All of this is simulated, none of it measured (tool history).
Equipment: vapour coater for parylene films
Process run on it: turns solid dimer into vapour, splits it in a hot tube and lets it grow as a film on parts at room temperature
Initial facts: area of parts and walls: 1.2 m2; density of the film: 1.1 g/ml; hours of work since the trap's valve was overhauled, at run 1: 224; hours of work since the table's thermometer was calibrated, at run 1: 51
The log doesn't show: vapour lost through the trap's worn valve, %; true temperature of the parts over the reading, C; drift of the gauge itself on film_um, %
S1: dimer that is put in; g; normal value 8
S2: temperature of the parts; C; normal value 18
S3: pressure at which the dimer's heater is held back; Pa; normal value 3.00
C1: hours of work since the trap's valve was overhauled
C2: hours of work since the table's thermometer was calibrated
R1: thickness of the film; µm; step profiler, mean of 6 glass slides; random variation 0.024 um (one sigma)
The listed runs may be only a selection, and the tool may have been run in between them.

| run | day | S1 | S2 | S3 | C1 | C2 | R1 |
|---|---|---|---|---|---|---|---|
| 1 | 0.000 | 8 | 18 | 3.00 | 224 | 51 | 4.44 |
| 2 | 2.629 | 8 | 18 | 3.00 | 268 | 94 | 4.42 |
| 3 | 4.588 | 8 | 18 | 3.00 | 300 | 126 | 4.39 |
| 4 | 6.442 | 8 | 18 | 9.97 | 330 | 156 | 3.59 |
| 5 | 8.900 | 10 | 18 | 3.00 | 371 | 197 | 5.43 |
| 6 | 10.350 | 8 | 18 | 3.00 | 395 | 221 | 4.31 |
|  | 10.567 | table's thermometer calibrated |
| 7 | 11.575 | 8 | 20 | 3.00 | 414 | 17 | 4.15 |
| 8 | 12.954 | 8 | 16 | 3.00 | 437 | 39 | 4.39 |
| 9 | 14.946 | 8 | 16 | 3.00 | 469 | 72 | 4.35 |
| 10 | 16.621 | 8 | 13 | 3.00 | 497 | 100 | 4.56 |
| 11 | 18.096 | 3 | 18 | 7.37 | 521 | 124 | 1.37 |

What if the next run were any one of these 5? Each begins from the tool's condition after run 11:
| A | 20.212 | 8 | 19 | 3.00 | 556 | 159 | ? |
| B | 20.212 | 3 | 18 | 5.40 | 556 | 159 | ? |
| C | 20.212 | 12 | 11 | 5.42 | 556 | 159 | ? |
| D | 20.212 | 3 | 11 | 7.37 | 556 | 159 | ? |
| E | 20.212 | 4 | 18 | 3.00 | 556 | 159 | ? |

| run | R1 |
|---|---|
| A | 4.14 |
| B | 1.40 |
| C | 6.33 |
| D | 1.46 |
| E | 2.07 |
Had the tool no hidden state, the same runs would have come out as:
| run | R1 |
|---|---|
| A | 4.62 |
| B | 1.57 |
| C | 7.07 |
| D | 1.64 |
| E | 2.31 |
